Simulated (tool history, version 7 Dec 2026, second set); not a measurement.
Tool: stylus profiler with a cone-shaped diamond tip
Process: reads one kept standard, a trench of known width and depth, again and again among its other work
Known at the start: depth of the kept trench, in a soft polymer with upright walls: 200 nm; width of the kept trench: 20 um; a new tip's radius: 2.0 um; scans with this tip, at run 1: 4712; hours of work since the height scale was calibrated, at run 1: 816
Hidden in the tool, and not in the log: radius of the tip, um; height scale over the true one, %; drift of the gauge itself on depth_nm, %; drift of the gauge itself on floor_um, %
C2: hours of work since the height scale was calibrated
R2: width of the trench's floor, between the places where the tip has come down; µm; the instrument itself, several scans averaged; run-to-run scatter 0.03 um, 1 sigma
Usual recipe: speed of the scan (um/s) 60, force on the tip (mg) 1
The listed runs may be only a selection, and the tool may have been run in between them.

{"run": 1, "hour": 0.0, "speed of the scan (um/s)": 60, "force on the tip (mg)": 1, "scans with this tip": 4712, "C2": 816, "depth of the trench (nm)": 202.32, "R2": 17.7}
{"run": 2, "hour": 33.8, "speed of the scan (um/s)": 60, "force on the tip (mg)": 1, "scans with this tip": 4823, "C2": 835, "depth of the trench (nm)": 202.3, "R2": 17.74}
{"run": 3, "hour": 56.3, "speed of the scan (um/s)": 60, "force on the tip (mg)": 1, "scans with this tip": 4897, "C2": 848, "depth of the trench (nm)": 202.49, "R2": 17.69}
{"run": 4, "hour": 88.4, "speed of the scan (um/s)": 60, "force on the tip (mg)": 1, "scans with this tip": 5003, "C2": 866, "depth of the trench (nm)": 202.31, "R2": 17.66}
{"run": 5, "hour": 131.7, "speed of the scan (um/s)": 60, "force on the tip (mg)": 1, "scans with this tip": 5146, "C2": 891, "depth of the trench (nm)": 202.18, "R2": 17.66}
{"run": 6, "hour": 180.4, "speed of the scan (um/s)": 60, "force on the tip (mg)": 1, "scans with this tip": 5306, "C2": 919, "depth of the trench (nm)": 202.17, "R2": 17.66}
{"run": 7, "hour": 228.7, "speed of the scan (um/s)": 60, "force on the tip (mg)": 1, "scans with this tip": 5465, "C2": 946, "depth of the trench (nm)": 202.44, "R2": 17.67}
{"run": 8, "hour": 256.0, "speed of the scan (um/s)": 78, "force on the tip (mg)": 1, "scans with this tip": 5555, "C2": 962, "depth of the trench (nm)": 202.24, "R2": 17.62}
{"run": 9, "hour": 295.8, "speed of the scan (um/s)": 60, "force on the tip (mg)": 1, "scans with this tip": 5686, "C2": 985, "depth of the trench (nm)": 202.31, "R2": 17.71}
{"run": 10, "hour": 334.6, "speed of the scan (um/s)": 16, "force on the tip (mg)": 1, "scans with this tip": 5814, "C2": 1007, "depth of the trench (nm)": 202.45, "R2": 17.92}
{"run": 11, "hour": 377.6, "speed of the scan (um/s)": 60, "force on the tip (mg)": 1.28, "scans with this tip": 5956, "C2": 1031, "depth of the trench (nm)": 202.73, "R2": 17.71}
{"run": 12, "hour": 397.5, "speed of the scan (um/s)": 60, "force on the tip (mg)": 1.28, "scans with this tip": 6021, "C2": 1043, "depth of the trench (nm)": 202.68, "R2": 17.66}
{"run": 13, "hour": 443.3, "speed of the scan (um/s)": 18, "force on the tip (mg)": 1, "scans with this tip": 6172, "C2": 1069, "depth of the trench (nm)": 202.5, "R2": 17.97}
{"run": 14, "hour": 468.0, "speed of the scan (um/s)": 60, "force on the tip (mg)": 1, "scans with this tip": 6254, "C2": 1083, "depth of the trench (nm)": 202.4, "R2": 17.64}
{"run": 15, "hour": 488.7, "speed of the scan (um/s)": 60, "force on the tip (mg)": 1, "scans with this tip": 6322, "C2": 1095, "depth of the trench (nm)": 202.26, "R2": 17.63}
{"run": 16, "hour": 519.1, "speed of the scan (um/s)": 60, "force on the tip (mg)": 1, "scans with this tip": 6422, "C2": 1112, "depth of the trench (nm)": 202.41, "R2": 17.62}
{"run": 17, "hour": 556.0, "speed of the scan (um/s)": 158, "force on the tip (mg)": 1, "scans with this tip": 6543, "C2": 1133, "depth of the trench (nm)": 202.69, "R2": 17.06}
{"run": 18, "hour": 577.2, "speed of the scan (um/s)": 158, "force on the tip (mg)": 1, "scans with this tip": 6613, "C2": 1145, "depth of the trench (nm)": 202.44, "R2": 17.06}
{"run": 19, "hour": 600.4, "speed of the scan (um/s)": 158, "force on the tip (mg)": 1, "scans with this tip": 6690, "C2": 1158, "depth of the trench (nm)": 202.57, "R2": 17.11}
{"run": 20, "hour": 632.3, "speed of the scan (um/s)": 158, "force on the tip (mg)": 1, "scans with this tip": 6795, "C2": 1177, "depth of the trench (nm)": 202.5, "R2": 17.07}
{"run": 21, "hour": 660.1, "speed of the scan (um/s)": 158, "force on the tip (mg)": 1, "scans with this tip": 6886, "C2": 1192, "depth of the trench (nm)": 202.44, "R2": 17.03}
{"run": 22, "hour": 681.4, "speed of the scan (um/s)": 158, "force on the tip (mg)": 1, "scans with this tip": 6956, "C2": 1205, "depth of the trench (nm)": 202.32, "R2": 17.03}
{"run": 23, "hour": 729.9, "speed of the scan (um/s)": 158, "force on the tip (mg)": 1, "scans with this tip": 7116, "C2": 1232, "depth of the trench (nm)": 202.28, "R2": 17.01}
{"run": 24, "hour": 767.4, "speed of the scan (um/s)": 160, "force on the tip (mg)": 0.61, "scans with this tip": 7240, "C2": 1254, "depth of the trench (nm)": 201.94, "R2": 16.71}
{"run": 25, "hour": 789.5, "speed of the scan (um/s)": 23, "force on the tip (mg)": 0.61, "scans with this tip": 7312, "C2": 1266, "depth of the trench (nm)": 201.96, "R2": 17.83}
{"run": 26, "hour": 813.8, "speed of the scan (um/s)": 66, "force on the tip (mg)": 0.9, "scans with this tip": 7393, "C2": 1280, "depth of the trench (nm)": 202.64, "R2": 17.59}
{"run": 27, "hour": 852.2, "speed of the scan (um/s)": 66, "force on the tip (mg)": 0.9, "scans with this tip": 7519, "C2": 1302, "depth of the trench (nm)": 202.43, "R2": 17.56}
{"run": 28, "hour": 874.5, "speed of the scan (um/s)": 60, "force on the tip (mg)": 0.35, "scans with this tip": 7593, "C2": 1315, "depth of the trench (nm)": 201.58, "R2": 17.36}
{"run": 29, "hour": 905.4, "speed of the scan (um/s)": 21, "force on the tip (mg)": 0.99, "scans with this tip": 7694, "C2": 1332, "depth of the trench (nm)": 202.64, "R2": 17.85}
{"run": 30, "hour": 952.5, "speed of the scan (um/s)": 21, "force on the tip (mg)": 0.99, "scans with this tip": 7850, "C2": 1359, "depth of the trench (nm)": 202.38, "R2": 17.89}
{"run": 31, "hour": 980.1, "speed of the scan (um/s)": 92, "force on the tip (mg)": 2.9, "scans with this tip": 7940, "C2": 1375, "depth of the trench (nm)": 204.62, "R2": 17.62}
{"run": 32, "hour": 1022.5, "speed of the scan (um/s)": 90, "force on the tip (mg)": 1.86, "scans with this tip": 8080, "C2": 1399, "depth of the trench (nm)": 203.53, "R2": 17.6}
{"run": 33, "hour": 1044.9, "speed of the scan (um/s)": 202, "force on the tip (mg)": 1.86, "scans with this tip": 8154, "C2": 1412, "depth of the trench (nm)": 203.63, "R2": 17.13}
{"run": 34, "hour": 1079.9, "speed of the scan (um/s)": 157, "force on the tip (mg)": 0.88, "scans with this tip": 8269, "C2": 1432, "depth of the trench (nm)": 202.39, "R2": 16.94}
{"run": 35, "hour": 1122.2, "speed of the scan (um/s)": 80, "force on the tip (mg)": 2.24, "scans with this tip": 8408, "C2": 1456, "depth of the trench (nm)": 204.08, "R2": 17.6}
{"run": 36, "hour": 1153.6, "speed of the scan (um/s)": 49, "force on the tip (mg)": 1, "scans with this tip": 8512, "C2": 1474, "depth of the trench (nm)": 202.49, "R2": 17.66}
{"run": 37, "hour": 1193.7, "speed of the scan (um/s)": 60, "force on the tip (mg)": 1.06, "scans with this tip": 8644, "C2": 1497, "depth of the trench (nm)": 202.74, "R2": 17.59}
{"run": 38, "hour": 1235.5, "speed of the scan (um/s)": 16, "force on the tip (mg)": 0.52, "scans with this tip": 8782, "C2": 1521, "depth of the trench (nm)": 202.01, "R2": 17.81}
{"run": 39, "hour": 1276.7, "speed of the scan (um/s)": 92, "force on the tip (mg)": 0.84, "scans with this tip": 8917, "C2": 1544, "depth of the trench (nm)": 202.46, "R2": 17.36}
{"run": 40, "hour": 1296.8, "speed of the scan (um/s)": 117, "force on the tip (mg)": 0.47, "scans with this tip": 8984, "C2": 1556, "depth of the trench (nm)": 201.88, "R2": 16.84}
{"run": 41, "hour": 1323.6, "speed of the scan (um/s)": 70, "force on the tip (mg)": 1.45, "scans with this tip": 9072, "C2": 1571, "depth of the trench (nm)": 203.27, "R2": 17.57}
{"run": 42, "hour": 1366.7, "speed of the scan (um/s)": 23, "force on the tip (mg)": 1.7, "scans with this tip": 9214, "C2": 1596, "depth of the trench (nm)": 203.56, "R2": 17.85}
{"hour": 1379.3, "done": "height scale calibrated on a step standard"}
{"run": 43, "hour": 1412.0, "speed of the scan (um/s)": 34, "force on the tip (mg)": 1, "scans with this tip": 9361, "C2": 19, "depth of the trench (nm)": 201.94, "R2": 17.71}
{"run": 44, "hour": 1452.2, "speed of the scan (um/s)": 136, "force on the tip (mg)": 0.91, "scans with this tip": 9494, "C2": 42, "depth of the trench (nm)": 201.84, "R2": 17.07}
{"run": 45, "hour": 1483.2, "speed of the scan (um/s)": 136, "force on the tip (mg)": 0.91, "scans with this tip": 9596, "C2": 59, "depth of the trench (nm)": 201.78, "R2": 17.02}
{"run": 46, "hour": 1518.5, "speed of the scan (um/s)": 60, "force on the tip (mg)": 1.09, "scans with this tip": 9712, "C2": 79, "depth of the trench (nm)": 201.94, "R2": 17.6}

Forecast each of these 3 alternatives for the next run:
{"run": "A", "hour": 1563.4, "speed of the scan (um/s)": 238, "force on the tip (mg)": 1.09, "scans with this tip": 9860, "C2": 105, "depth of the trench (nm)": "?", "R2": "?"}
{"run": "B", "hour": 1563.4, "speed of the scan (um/s)": 60, "force on the tip (mg)": 2.59, "scans with this tip": 9860, "C2": 105, "depth of the trench (nm)": "?", "R2": "?"}
{"run": "C", "hour": 1563.4, "speed of the scan (um/s)": 19, "force on the tip (mg)": 1.28, "scans with this tip": 9860, "C2": 105, "depth of the trench (nm)": "?", "R2": "?"}

run=A depth_of_the_trench_(nm)=201.86 R2=16.52
run=B depth_of_the_trench_(nm)=203.68 R2=17.67
run=C depth_of_the_trench_(nm)=202.11 R2=17.81
Stripped of hidden state, with their random variation kept, the same runs would have yielded:
run=A depth_of_the_trench_(nm)=201.82 R2=16.87
run=B depth_of_the_trench_(nm)=203.63 R2=18.02
run=C depth_of_the_trench_(nm)=202.07 R2=18.15

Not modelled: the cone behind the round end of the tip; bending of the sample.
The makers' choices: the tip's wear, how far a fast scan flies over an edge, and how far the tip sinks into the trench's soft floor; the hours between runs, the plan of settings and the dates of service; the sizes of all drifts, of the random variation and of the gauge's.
